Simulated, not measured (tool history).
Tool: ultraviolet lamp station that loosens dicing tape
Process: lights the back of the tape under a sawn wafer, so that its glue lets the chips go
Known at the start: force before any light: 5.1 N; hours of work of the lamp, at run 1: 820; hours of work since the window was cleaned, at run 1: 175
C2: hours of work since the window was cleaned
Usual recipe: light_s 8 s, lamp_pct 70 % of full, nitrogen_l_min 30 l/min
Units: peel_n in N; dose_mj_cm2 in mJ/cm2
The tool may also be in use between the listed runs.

{"run": 1, "hour": 0.0, "light_s": 8, "lamp_pct": 70, "nitrogen_l_min": 30, "hours of work of the lamp": 820, "C2": 175, "peel_n": 0.745, "dose_mj_cm2": 387}
{"run": 2, "hour": 53.1, "light_s": 8, "lamp_pct": 70, "nitrogen_l_min": 30, "hours of work of the lamp": 851, "C2": 206, "peel_n": 0.758, "dose_mj_cm2": 387}
{"run": 3, "hour": 94.2, "light_s": 8, "lamp_pct": 84, "nitrogen_l_min": 30, "hours of work of the lamp": 876, "C2": 230, "peel_n": 0.592, "dose_mj_cm2": 458}
{"run": 4, "hour": 146.9, "light_s": 8, "lamp_pct": 84, "nitrogen_l_min": 30, "hours of work of the lamp": 907, "C2": 262, "peel_n": 0.608, "dose_mj_cm2": 448}
{"run": 5, "hour": 181.0, "light_s": 8, "lamp_pct": 84, "nitrogen_l_min": 30, "hours of work of the lamp": 927, "C2": 282, "peel_n": 0.6, "dose_mj_cm2": 447}
{"run": 6, "hour": 231.3, "light_s": 8, "lamp_pct": 84, "nitrogen_l_min": 30, "hours of work of the lamp": 957, "C2": 312, "peel_n": 0.626, "dose_mj_cm2": 441}
{"run": 7, "hour": 284.1, "light_s": 8, "lamp_pct": 70, "nitrogen_l_min": 30, "hours of work of the lamp": 988, "C2": 343, "peel_n": 0.828, "dose_mj_cm2": 362}
{"run": 8, "hour": 341.7, "light_s": 8, "lamp_pct": 70, "nitrogen_l_min": 30, "hours of work of the lamp": 1022, "C2": 377, "peel_n": 0.875, "dose_mj_cm2": 356}
{"hour": 373.9, "done": "window cleaned of glue's vapour"}
{"run": 9, "hour": 390.3, "light_s": 12, "lamp_pct": 70, "nitrogen_l_min": 30, "hours of work of the lamp": 1051, "C2": 10, "peel_n": 0.364, "dose_mj_cm2": 590}
{"run": 10, "hour": 453.1, "light_s": 12, "lamp_pct": 70, "nitrogen_l_min": 30, "hours of work of the lamp": 1088, "C2": 47, "peel_n": 0.396, "dose_mj_cm2": 574}
{"run": 11, "hour": 496.2, "light_s": 8, "lamp_pct": 70, "nitrogen_l_min": 30, "hours of work of the lamp": 1113, "C2": 72, "peel_n": 0.802, "dose_mj_cm2": 376}
{"run": 12, "hour": 560.0, "light_s": 8, "lamp_pct": 70, "nitrogen_l_min": 30, "hours of work of the lamp": 1151, "C2": 110, "peel_n": 0.811, "dose_mj_cm2": 371}
{"run": 13, "hour": 604.9, "light_s": 8, "lamp_pct": 70, "nitrogen_l_min": 30, "hours of work of the lamp": 1178, "C2": 137, "peel_n": 0.82, "dose_mj_cm2": 370}
{"run": 14, "hour": 658.2, "light_s": 8, "lamp_pct": 70, "nitrogen_l_min": 30, "hours of work of the lamp": 1209, "C2": 168, "peel_n": 0.857, "dose_mj_cm2": 364}
{"run": 15, "hour": 712.2, "light_s": 13, "lamp_pct": 70, "nitrogen_l_min": 30, "hours of work of the lamp": 1241, "C2": 200, "peel_n": 0.38, "dose_mj_cm2": 579}
{"run": 16, "hour": 767.3, "light_s": 8, "lamp_pct": 70, "nitrogen_l_min": 30, "hours of work of the lamp": 1274, "C2": 233, "peel_n": 0.868, "dose_mj_cm2": 352}
{"run": 17, "hour": 811.5, "light_s": 8, "lamp_pct": 70, "nitrogen_l_min": 30, "hours of work of the lamp": 1300, "C2": 259, "peel_n": 0.885, "dose_mj_cm2": 347}
{"run": 18, "hour": 864.9, "light_s": 8, "lamp_pct": 70, "nitrogen_l_min": 30, "hours of work of the lamp": 1331, "C2": 291, "peel_n": 0.897, "dose_mj_cm2": 343}
{"run": 19, "hour": 905.6, "light_s": 8, "lamp_pct": 70, "nitrogen_l_min": 30, "hours of work of the lamp": 1355, "C2": 315, "peel_n": 0.913, "dose_mj_cm2": 340}
{"run": 20, "hour": 963.1, "light_s": 8, "lamp_pct": 70, "nitrogen_l_min": 30, "hours of work of the lamp": 1390, "C2": 349, "peel_n": 0.985, "dose_mj_cm2": 337}
{"run": 21, "hour": 990.1, "light_s": 8, "lamp_pct": 70, "nitrogen_l_min": 30, "hours of work of the lamp": 1405, "C2": 365, "peel_n": 0.979, "dose_mj_cm2": 324}
{"run": 22, "hour": 1038.4, "light_s": 6, "lamp_pct": 82, "nitrogen_l_min": 35, "hours of work of the lamp": 1434, "C2": 393, "peel_n": 1.178, "dose_mj_cm2": 282}
{"hour": 1043.8, "done": "window cleaned of glue's vapour"}
{"run": 23, "hour": 1066.3, "light_s": 8, "lamp_pct": 61, "nitrogen_l_min": 30, "hours of work of the lamp": 1450, "C2": 13, "peel_n": 1.076, "dose_mj_cm2": 315}
{"hour": 1095.4, "done": "lamp changed"}
{"run": 24, "hour": 1128.7, "light_s": 13, "lamp_pct": 89, "nitrogen_l_min": 28, "hours of work of the lamp": 20, "C2": 50, "peel_n": 0.215, "dose_mj_cm2": 949}
{"run": 25, "hour": 1182.7, "light_s": 8, "lamp_pct": 70, "nitrogen_l_min": 19, "hours of work of the lamp": 52, "C2": 82, "peel_n": 0.702, "dose_mj_cm2": 450}

Run 26 has not been measured yet. What should we expect?
{"run": 26, "hour": 1215.7, "light_s": 4, "lamp_pct": 88, "nitrogen_l_min": 59, "hours of work of the lamp": 71, "C2": 101, "peel_n": "?", "dose_mj_cm2": "?"}

Run 26 produced peel_n 1.022 N, dose_mj_cm2 280 mJ/cm2.
With no hidden state in the tool, this same run would have given peel_n 0.946 N, dose_mj_cm2 295 mJ/cm2.
